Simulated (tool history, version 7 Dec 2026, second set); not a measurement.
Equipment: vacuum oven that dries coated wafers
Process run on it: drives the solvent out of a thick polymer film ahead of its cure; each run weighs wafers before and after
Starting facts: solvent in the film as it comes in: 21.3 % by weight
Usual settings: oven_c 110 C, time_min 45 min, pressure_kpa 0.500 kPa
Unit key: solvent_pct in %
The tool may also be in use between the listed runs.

{"run": 1, "hour": 0.0, "oven_c": 110, "time_min": 45, "pressure_kpa": 0.5, "solvent_pct": 1.434}
{"run": 2, "hour": 8.7, "oven_c": 110, "time_min": 45, "pressure_kpa": 0.5, "solvent_pct": 1.438}
{"run": 3, "hour": 21.3, "oven_c": 109, "time_min": 45, "pressure_kpa": 0.5, "solvent_pct": 1.62}
{"run": 4, "hour": 32.1, "oven_c": 110, "time_min": 45, "pressure_kpa": 1.805, "solvent_pct": 2.779}
{"run": 5, "hour": 51.3, "oven_c": 118, "time_min": 45, "pressure_kpa": 0.5, "solvent_pct": 0.607}
{"hour": 62.0, "done": "oven's thermocouples calibrated"}
{"run": 6, "hour": 62.7, "oven_c": 118, "time_min": 45, "pressure_kpa": 0.5, "solvent_pct": 0.567}
{"run": 7, "hour": 74.0, "oven_c": 118, "time_min": 45, "pressure_kpa": 0.5, "solvent_pct": 0.568}
{"run": 8, "hour": 88.3, "oven_c": 118, "time_min": 45, "pressure_kpa": 0.5, "solvent_pct": 0.564}
{"run": 9, "hour": 105.5, "oven_c": 118, "time_min": 45, "pressure_kpa": 0.5, "solvent_pct": 0.569}
{"hour": 116.8, "done": "oven's thermocouples calibrated, once more"}
{"run": 10, "hour": 120.9, "oven_c": 118, "time_min": 45, "pressure_kpa": 0.5, "solvent_pct": 0.662}
{"run": 11, "hour": 134.9, "oven_c": 118, "time_min": 45, "pressure_kpa": 0.5, "solvent_pct": 0.652}
{"run": 12, "hour": 154.5, "oven_c": 110, "time_min": 45, "pressure_kpa": 0.5, "solvent_pct": 1.588}
{"run": 13, "hour": 171.2, "oven_c": 110, "time_min": 43, "pressure_kpa": 0.5, "solvent_pct": 1.718}
{"run": 14, "hour": 188.2, "oven_c": 110, "time_min": 43, "pressure_kpa": 0.5, "solvent_pct": 1.724}
{"run": 15, "hour": 206.3, "oven_c": 110, "time_min": 43, "pressure_kpa": 0.5, "solvent_pct": 1.721}
{"run": 16, "hour": 224.6, "oven_c": 110, "time_min": 43, "pressure_kpa": 0.5, "solvent_pct": 1.71}
{"run": 17, "hour": 240.4, "oven_c": 117, "time_min": 45, "pressure_kpa": 0.5, "solvent_pct": 0.735}
{"run": 18, "hour": 255.8, "oven_c": 117, "time_min": 45, "pressure_kpa": 0.5, "solvent_pct": 0.733}
{"run": 19, "hour": 268.7, "oven_c": 110, "time_min": 45, "pressure_kpa": 0.5, "solvent_pct": 1.588}
{"run": 20, "hour": 283.9, "oven_c": 110, "time_min": 45, "pressure_kpa": 0.5, "solvent_pct": 1.591}
{"run": 21, "hour": 292.2, "oven_c": 108, "time_min": 45, "pressure_kpa": 0.5, "solvent_pct": 1.984}
{"run": 22, "hour": 305.4, "oven_c": 110, "time_min": 45, "pressure_kpa": 0.5, "solvent_pct": 1.591}
{"run": 23, "hour": 324.2, "oven_c": 110, "time_min": 49, "pressure_kpa": 0.5, "solvent_pct": 1.379}
{"run": 24, "hour": 338.0, "oven_c": 110, "time_min": 49, "pressure_kpa": 0.5, "solvent_pct": 1.367}
{"run": 25, "hour": 355.0, "oven_c": 110, "time_min": 49, "pressure_kpa": 0.5, "solvent_pct": 1.374}
{"run": 26, "hour": 370.1, "oven_c": 120, "time_min": 55, "pressure_kpa": 0.904, "solvent_pct": 0.821}
{"run": 27, "hour": 380.0, "oven_c": 98, "time_min": 53, "pressure_kpa": 0.398, "solvent_pct": 4.052}
{"run": 28, "hour": 392.6, "oven_c": 108, "time_min": 33, "pressure_kpa": 1.707, "solvent_pct": 4.486}
{"run": 29, "hour": 411.6, "oven_c": 108, "time_min": 33, "pressure_kpa": 1.707, "solvent_pct": 4.473}
{"run": 30, "hour": 423.7, "oven_c": 112, "time_min": 42, "pressure_kpa": 1.707, "solvent_pct": 2.603}
{"run": 31, "hour": 432.5, "oven_c": 122, "time_min": 39, "pressure_kpa": 1.853, "solvent_pct": 1.545}
{"run": 32, "hour": 443.1, "oven_c": 122, "time_min": 39, "pressure_kpa": 1.853, "solvent_pct": 1.549}
{"run": 33, "hour": 460.6, "oven_c": 110, "time_min": 55, "pressure_kpa": 0.438, "solvent_pct": 1.07}
{"run": 34, "hour": 469.7, "oven_c": 110, "time_min": 67, "pressure_kpa": 0.5, "solvent_pct": 0.892}
{"run": 35, "hour": 478.9, "oven_c": 111, "time_min": 49, "pressure_kpa": 0.989, "solvent_pct": 1.721}
{"run": 36, "hour": 493.0, "oven_c": 111, "time_min": 49, "pressure_kpa": 0.989, "solvent_pct": 1.728}
{"run": 37, "hour": 506.8, "oven_c": 111, "time_min": 35, "pressure_kpa": 0.989, "solvent_pct": 2.642}
{"run": 38, "hour": 519.6, "oven_c": 107, "time_min": 45, "pressure_kpa": 0.254, "solvent_pct": 1.933}
{"run": 39, "hour": 530.2, "oven_c": 104, "time_min": 54, "pressure_kpa": 0.782, "solvent_pct": 2.631}
{"run": 40, "hour": 544.9, "oven_c": 104, "time_min": 54, "pressure_kpa": 0.782, "solvent_pct": 2.616}
{"run": 41, "hour": 562.0, "oven_c": 104, "time_min": 54, "pressure_kpa": 0.782, "solvent_pct": 2.624}
{"run": 42, "hour": 570.9, "oven_c": 100, "time_min": 43, "pressure_kpa": 0.301, "solvent_pct": 4.308}
{"run": 43, "hour": 582.3, "oven_c": 100, "time_min": 68, "pressure_kpa": 1.062, "solvent_pct": 3.254}
{"run": 44, "hour": 598.5, "oven_c": 101, "time_min": 37, "pressure_kpa": 0.643, "solvent_pct": 5.194}
{"run": 45, "hour": 607.5, "oven_c": 123, "time_min": 40, "pressure_kpa": 1.049, "solvent_pct": 0.908}
{"run": 46, "hour": 621.5, "oven_c": 123, "time_min": 40, "pressure_kpa": 1.049, "solvent_pct": 0.901}
{"run": 47, "hour": 630.8, "oven_c": 123, "time_min": 40, "pressure_kpa": 1.049, "solvent_pct": 0.903}

Alternative continuations, all from the tool just after run 47; predict every row:
{"run": "A", "hour": 638.9, "oven_c": 123, "time_min": 40, "pressure_kpa": 1.1, "solvent_pct": "?"}
{"run": "B", "hour": 638.9, "oven_c": 123, "time_min": 76, "pressure_kpa": 1.049, "solvent_pct": "?"}
{"run": "C", "hour": 638.9, "oven_c": 110, "time_min": 52, "pressure_kpa": 0.607, "solvent_pct": "?"}
{"run": "D", "hour": 638.9, "oven_c": 124, "time_min": 31, "pressure_kpa": 0.5, "solvent_pct": "?"}

run=A solvent_pct=0.942
run=B solvent_pct=0.832
run=C solvent_pct=1.364
run=D solvent_pct=0.634
Without the tool's hidden state the same runs would have given:
run=A solvent_pct=0.886
run=B solvent_pct=0.757
run=C solvent_pct=1.334
run=D solvent_pct=0.593
